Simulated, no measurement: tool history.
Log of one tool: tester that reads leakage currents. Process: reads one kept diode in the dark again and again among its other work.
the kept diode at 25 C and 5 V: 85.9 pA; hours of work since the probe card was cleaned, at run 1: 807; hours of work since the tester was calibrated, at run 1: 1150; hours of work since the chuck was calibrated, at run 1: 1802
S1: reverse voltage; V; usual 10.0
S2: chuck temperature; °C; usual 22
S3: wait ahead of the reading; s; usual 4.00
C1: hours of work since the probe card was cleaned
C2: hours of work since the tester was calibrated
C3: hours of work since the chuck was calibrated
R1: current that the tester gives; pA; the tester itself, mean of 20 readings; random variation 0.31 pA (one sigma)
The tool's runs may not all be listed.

run,hour,S1,S2,S3,C1,C2,C3,R1
1,0.0,10.0,22,4.00,807,1150,1802,120.38
2,39.9,10.0,22,4.00,826,1169,1821,121.42
3,64.7,10.0,22,4.00,837,1181,1833,121.23
4,106.4,10.0,22,4.00,857,1201,1853,122.30
5,144.4,1.3,22,4.00,875,1219,1871,36.59
6,192.3,1.3,22,4.00,898,1242,1894,36.50
7,235.2,1.3,22,4.00,919,1263,1915,36.43
8,262.8,7.2,33,0.37,932,1276,1928,229.97
# hour 269.5: probe card cleaned and baked
9,291.1,1.5,28,5.84,10,1288,1940,62.85
10,326.7,1.5,28,1.58,27,1305,1957,63.44
11,346.4,14.9,50,0.32,37,1314,1966,1093.72
12,375.4,14.9,50,0.32,51,1328,1980,1097.57
13,415.5,1.9,34,9.27,70,1347,1999,111.31
14,437.2,2.8,22,2.50,80,1358,2009,58.81

Some steps in R1 between neighbouring runs. How much of each would the tool show without its hidden state too (settings, what came in, random variation), and how much is left for the hidden state, with any gauge scatter that isn't in both results?
The hidden state here: stray current of the dirty probe card, pA a volt; current scale over the true one, %; true chuck temperature over the reading, C; drift of the gauge itself on leakage_pa, %.
Run 10 -> 11: S1 1.5 -> 14.9, S2 28 -> 50, S3 1.58 -> 0.32. R1 +1030.28 pA: hidden state +117.43, all else +912.85.

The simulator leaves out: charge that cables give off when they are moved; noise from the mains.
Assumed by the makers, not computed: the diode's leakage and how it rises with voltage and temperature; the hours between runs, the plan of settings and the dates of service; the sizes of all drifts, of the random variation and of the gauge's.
